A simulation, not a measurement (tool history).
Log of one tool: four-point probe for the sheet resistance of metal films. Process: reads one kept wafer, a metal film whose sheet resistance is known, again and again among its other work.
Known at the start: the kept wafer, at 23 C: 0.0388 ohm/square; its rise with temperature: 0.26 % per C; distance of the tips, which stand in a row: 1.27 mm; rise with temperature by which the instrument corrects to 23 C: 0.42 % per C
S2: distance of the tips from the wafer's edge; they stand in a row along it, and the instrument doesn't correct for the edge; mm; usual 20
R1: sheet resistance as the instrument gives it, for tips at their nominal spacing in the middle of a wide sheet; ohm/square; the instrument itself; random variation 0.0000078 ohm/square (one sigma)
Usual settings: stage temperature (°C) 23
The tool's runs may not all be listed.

run 1 hour=0 | stage_temperature_(°C)=23 S2=20 | R1=0.038493
run 2 hour=22.7 | stage_temperature_(°C)=23 S2=20 | R1=0.038516
run 3 hour=48.9 | stage_temperature_(°C)=22 S2=20 | R1=0.03856
run 4 hour=62.5 | stage_temperature_(°C)=23 S2=20 | R1=0.038487
run 5 hour=86 | stage_temperature_(°C)=25 S2=20 | R1=0.038363
run 6 hour=102.7 | stage_temperature_(°C)=25 S2=20 | R1=0.038355
run 7 hour=123.5 | stage_temperature_(°C)=25 S2=20 | R1=0.038355
run 8 hour=138.6 | stage_temperature_(°C)=21 S2=32 | R1=0.038556
run 9 hour=150.4 | stage_temperature_(°C)=30 S2=67 | R1=0.037971
run 10 hour=169.5 | stage_temperature_(°C)=32 S2=10 | R1=0.03817

The next listed run, before its measurement:
run 11 hour=188.1 | stage_temperature_(°C)=32 S2=10 | R1=?

Run 11 gave R1 0.038178 ohm/square.
Without the tool's hidden state the same run would have given R1 0.03859 ohm/square.

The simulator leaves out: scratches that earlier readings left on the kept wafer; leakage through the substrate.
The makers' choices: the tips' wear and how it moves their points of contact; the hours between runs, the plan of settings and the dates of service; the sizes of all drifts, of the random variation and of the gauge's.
